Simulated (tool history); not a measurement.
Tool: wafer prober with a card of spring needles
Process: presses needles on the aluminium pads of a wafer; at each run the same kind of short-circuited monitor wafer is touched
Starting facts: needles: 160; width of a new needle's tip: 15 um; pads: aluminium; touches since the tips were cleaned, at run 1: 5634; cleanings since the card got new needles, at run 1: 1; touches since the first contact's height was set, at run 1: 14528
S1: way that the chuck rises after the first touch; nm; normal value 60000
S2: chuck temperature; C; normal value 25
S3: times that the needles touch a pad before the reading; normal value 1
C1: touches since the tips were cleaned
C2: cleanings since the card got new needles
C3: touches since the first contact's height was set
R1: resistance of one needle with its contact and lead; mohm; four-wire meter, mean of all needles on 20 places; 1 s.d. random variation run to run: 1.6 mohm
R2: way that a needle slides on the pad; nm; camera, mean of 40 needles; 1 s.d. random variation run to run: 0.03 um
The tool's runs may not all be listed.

run,hour,S1,S2,S3,C1,C2,C3,R1,R2
1,0,60000,25,1,5634,1,14528,156,8830
2,6,60000,25,1,7303,1,16197,157,8830
# hour 7.7: tips cleaned on abrasive film
3,12.8,69000,25,1,1409,2,18076,158,10190
4,24.7,69000,25,1,4737,2,21404,155,10170
# hour 36.3: tips cleaned on abrasive film
5,37,60000,82,1,195,3,24820,165,8830
6,46.6,60000,82,1,2881,3,27506,168,8790
7,55.2,60000,25,1,5281,3,29906,156,8780
# hour 64.2: tips cleaned on abrasive film
8,64.6,60000,25,1,112,4,32520,156,8830
9,74.5,60000,25,1,2883,4,35291,155,8820
10,85.9,60000,25,1,6061,4,38469,156,8800
# hour 92.6: tips cleaned on abrasive film
11,92.9,64000,25,1,87,5,40400,153,9370
12,102.9,60000,37,3,2869,5,43182,158,8750
13,113.6,43000,37,3,5882,5,46195,161,6310
# hour 120.3: tips cleaned on abrasive film
14,124.8,43000,37,3,1282,6,49305,161,6260
15,137.7,49000,25,1,4866,6,52889,155,7100
# hour 148.2: tips cleaned on abrasive film
16,150.8,49000,25,1,714,7,56533,156,7140
17,163,64000,32,2,4134,7,59953,159,9310
18,172,48000,25,1,6654,7,62473,160,6950
# hour 176.2: tips cleaned on abrasive film
19,180,60000,73,3,1086,8,64688,165,8720
20,189,45000,115,2,3589,8,67191,175,6580
21,200.7,45000,115,2,6860,8,70462,178,6560

What if the next run were any one of these 3? Each begins from the tool's condition after run 21:
# hour 204.2: tips cleaned on abrasive film
A,210.6,52000,33,1,1783,9,73202,?,?
# hour 204.2: tips cleaned on abrasive film
B,210.6,77000,31,1,1783,9,73202,?,?
# hour 204.2: tips cleaned on abrasive film
C,210.6,73000,25,1,1783,9,73202,?,?

run,R1,R2
A,160,7540
B,156,11180
C,152,10620
Stripped of hidden state, with their random variation kept, the same runs would have yielded:
run,R1,R2
A,159,7650
B,156,11350
C,152,10780
